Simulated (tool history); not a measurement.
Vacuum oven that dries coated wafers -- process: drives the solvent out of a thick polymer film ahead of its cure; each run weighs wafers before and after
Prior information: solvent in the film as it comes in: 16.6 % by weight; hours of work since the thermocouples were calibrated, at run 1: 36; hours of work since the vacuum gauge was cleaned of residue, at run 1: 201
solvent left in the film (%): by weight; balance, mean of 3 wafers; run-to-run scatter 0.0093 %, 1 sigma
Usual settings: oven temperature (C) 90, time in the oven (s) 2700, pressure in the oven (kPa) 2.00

run	day	oven temperature (C)	time in the oven (s)	pressure in the oven (kPa)	hours of work since the thermocouples were calibrated	hours of work since the vacuum gauge was cleaned of residue	solvent left in the film (%)
1	0.000	90	2700	2.00	36	201	1.056
2	0.629	90	2700	2.36	48	213	1.147
3	1.092	90	2700	2.36	57	221	1.130
4	1.404	90	2340	2.00	63	227	1.322
5	1.896	90	2700	2.00	72	237	1.046
6	2.508	90	2700	2.00	83	248	1.034
7	2.888	90	2700	2.00	91	255	1.052
8	3.288	90	2700	2.00	98	263	1.064
9	3.596	78	4020	2.00	104	268	2.645
10	3.883	88	4200	1.06	109	274	0.490
11	4.217	88	4200	1.06	116	280	0.467
12	4.758	97	1320	5.84	126	290	2.100
13	5.092	86	2040	2.15	132	297	2.705

Here are 5 independent what-if runs from the current tool condition. What would each one return?
A	5.550	78	1440	6.60	141	305	?
B	5.550	83	4320	2.15	141	305	?
C	5.550	86	2040	1.27	141	305	?
D	5.550	89	2280	2.98	141	305	?
E	5.550	86	2700	1.97	141	305	?

run	solvent left in the film (%)
A	8.364
B	1.333
C	2.460
D	1.812
E	1.738
Without the tool's hidden state the same runs would have given:
run	solvent left in the film (%)
A	8.522
B	1.391
C	2.585
D	1.897
E	1.828
